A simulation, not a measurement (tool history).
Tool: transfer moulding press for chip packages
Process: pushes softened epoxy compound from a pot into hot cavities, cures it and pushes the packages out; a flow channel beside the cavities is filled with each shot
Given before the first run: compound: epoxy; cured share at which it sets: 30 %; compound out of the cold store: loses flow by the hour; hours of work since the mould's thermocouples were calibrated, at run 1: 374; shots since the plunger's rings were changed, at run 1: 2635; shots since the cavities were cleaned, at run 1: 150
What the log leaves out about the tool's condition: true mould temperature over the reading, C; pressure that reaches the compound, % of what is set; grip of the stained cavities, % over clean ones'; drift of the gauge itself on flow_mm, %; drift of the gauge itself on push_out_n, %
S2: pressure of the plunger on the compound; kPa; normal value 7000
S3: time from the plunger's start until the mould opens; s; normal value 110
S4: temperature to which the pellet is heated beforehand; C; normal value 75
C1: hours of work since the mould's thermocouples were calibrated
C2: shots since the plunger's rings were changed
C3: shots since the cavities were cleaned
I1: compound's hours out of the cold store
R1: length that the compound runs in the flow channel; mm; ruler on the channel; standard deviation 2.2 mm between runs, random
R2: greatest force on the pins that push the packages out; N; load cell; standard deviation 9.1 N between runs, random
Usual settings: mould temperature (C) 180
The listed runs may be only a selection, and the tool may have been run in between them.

run 1 hour=0 | mould_temperature_(C)=180 S2=7000 S3=110 S4=75 | C1=374 C2=2635 C3=150 | I1=19.5 | R1=695 R2=435
run 2 hour=32.4 | mould_temperature_(C)=180 S2=7000 S3=110 S4=75 | C1=395 C2=2965 C3=480 | I1=47.3 | R1=603 R2=421
-- hour=38 plunger's sealing rings changed
-- hour=44.3 cavities cleaned with cleaning compound and waxed
run 3 hour=63.3 | mould_temperature_(C)=177 S2=7000 S3=110 S4=75 | C1=412 C2=243 C3=194 | I1=27.3 | R1=671 R2=504
run 4 hour=97.2 | mould_temperature_(C)=180 S2=7000 S3=91 S4=75 | C1=434 C2=588 C3=539 | I1=11.4 | R1=726 R2=669
-- hour=100.5 cavities cleaned with cleaning compound and waxed
run 5 hour=120.6 | mould_temperature_(C)=180 S2=7000 S3=91 S4=75 | C1=448 C2=813 C3=206 | I1=17.7 | R1=700 R2=660
run 6 hour=135.3 | mould_temperature_(C)=180 S2=7000 S3=91 S4=75 | C1=457 C2=963 C3=356 | I1=8.4 | R1=736 R2=662
-- hour=156.2 cavities cleaned with cleaning compound and waxed
run 7 hour=164.6 | mould_temperature_(C)=180 S2=7000 S3=112 S4=75 | C1=475 C2=1246 C3=86 | I1=22.9 | R1=680 R2=404
run 8 hour=194.5 | mould_temperature_(C)=180 S2=7000 S3=112 S4=75 | C1=494 C2=1551 C3=391 | I1=36.4 | R1=638 R2=389
-- hour=214 cavities cleaned with cleaning compound and waxed
run 9 hour=230.3 | mould_temperature_(C)=180 S2=7000 S3=112 S4=75 | C1=515 C2=1901 C3=167 | I1=46.5 | R1=604 R2=404
run 10 hour=257.5 | mould_temperature_(C)=180 S2=7000 S3=112 S4=75 | C1=533 C2=2179 C3=445 | I1=22.5 | R1=687 R2=417
-- hour=265.6 mould's thermocouples calibrated
-- hour=274.7 cavities cleaned with cleaning compound and waxed
run 11 hour=276.4 | mould_temperature_(C)=180 S2=7000 S3=112 S4=75 | C1=6 C2=2336 C3=18 | I1=30.4 | R1=657 R2=391
run 12 hour=293.4 | mould_temperature_(C)=180 S2=7000 S3=112 S4=75 | C1=17 C2=2509 C3=191 | I1=12.2 | R1=721 R2=406
run 13 hour=314.8 | mould_temperature_(C)=180 S2=7000 S3=110 S4=68 | C1=30 C2=2728 C3=410 | I1=32 | R1=653 R2=403
-- hour=330.9 cavities cleaned with cleaning compound and waxed
run 14 hour=332.8 | mould_temperature_(C)=180 S2=7000 S3=110 S4=77 | C1=41 C2=2896 C3=20 | I1=16.6 | R1=703 R2=433
-- hour=345.8 plunger's sealing rings changed
run 15 hour=366.8 | mould_temperature_(C)=182 S2=7000 S3=110 S4=75 | C1=61 C2=214 C3=341 | I1=30.6 | R1=653 R2=379
run 16 hour=386.5 | mould_temperature_(C)=185 S2=7000 S3=116 S4=71 | C1=73 C2=415 C3=542 | I1=15.2 | R1=700 R2=353

Expected results for the next run?
-- hour=389.6 cavities cleaned with cleaning compound and waxed
run 17 hour=403.1 | mould_temperature_(C)=185 S2=7000 S3=116 S4=71 | C1=83 C2=569 C3=137 | I1=39 | R1=? R2=?

{"run 17": {"R1": 618, "R2": 360}}
With no hidden state in the tool, this same run would have given R1 618 mm, R2 359 N.
